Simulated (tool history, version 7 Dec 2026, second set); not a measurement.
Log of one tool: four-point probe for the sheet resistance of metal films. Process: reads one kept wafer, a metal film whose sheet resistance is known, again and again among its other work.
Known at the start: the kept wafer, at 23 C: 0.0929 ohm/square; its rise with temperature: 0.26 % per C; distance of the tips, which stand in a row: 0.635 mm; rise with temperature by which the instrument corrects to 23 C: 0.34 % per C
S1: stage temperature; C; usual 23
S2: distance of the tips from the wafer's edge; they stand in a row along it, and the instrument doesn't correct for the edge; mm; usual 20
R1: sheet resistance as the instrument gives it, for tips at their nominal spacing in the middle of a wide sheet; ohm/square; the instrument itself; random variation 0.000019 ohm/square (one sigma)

run     day  S1  S2        R1
  1   0.000  23  20  0.093461
  2   1.779  23  20  0.093498
  3   3.462  23  20  0.093446
  4   4.971  23  20  0.093493
  5   5.954  23  20  0.093501
  6   7.138  23  20  0.093515
  7   8.258  23   6  0.094027
  8   9.138  19  20  0.093896
  9  10.454  18  20  0.093930
 10  11.917  32  20  0.092889
 11  13.708  32  20  0.092881
 12  15.121  32  20  0.092891
 13  15.862  32  20  0.092880
 14  17.558  32  20  0.092895
 15  18.725  23  20  0.093586
 16  20.329  23  20  0.093579
 17  21.950  23  20  0.093635
 18  23.000  23  20  0.093607
 19  23.933  23  20  0.093639
 20  25.125  23  20  0.093573
 21  26.238  27   5  0.094062
 22  27.346  27   5  0.094080
 23  28.421  19  14  0.093995
 24  29.383  22  24  0.093700
 25  30.621  24  28  0.093535
 26  32.133  30  58  0.093083
     32.233  -- stage's thermometer calibrated
 27  33.221  20  13  0.094050
 28  34.442  20  13  0.094033
 29  35.912  26   4  0.094713
 30  37.146  26   4  0.094737
 31  38.675  34  52  0.092913
 32  40.375  19   5  0.094873
 33  41.175  19   5  0.094853
     42.383  -- stage's thermometer calibrated, once more
 34  42.383  21  18  0.093773
 35  43.679  18   7  0.094345
 36  45.100  18   7  0.094391
 37  46.783  18   7  0.094401

The same runs without the tool's hidden state, with the same run-to-run variation:
The hidden state here: inner tips' distance over the nominal, %; tips' flats over new ones', %; wafer's true temperature over the reading, C; drift of the gauge itself on sheet_ohm, %.
run        R1
  1  0.092938
  2  0.092964
  3  0.092902
  4  0.092939
  5  0.092941
  6  0.092947
  7  0.093449
  8  0.093313
  9  0.093338
 10  0.092298
 11  0.092279
 12  0.092280
 13  0.092265
 14  0.092270
 15  0.092947
 16  0.092932
 17  0.092977
 18  0.092942
 19  0.092969
 20  0.092895
 21  0.093376
 22  0.093387
 23  0.093293
 24  0.092994
 25  0.092825
 26  0.092368
 27  0.093262
 28  0.093237
 29  0.093906
 30  0.093922
 31  0.092107
 32  0.094033
 33  0.094008
 34  0.093123
 35  0.093684
 36  0.093720
 37  0.093719
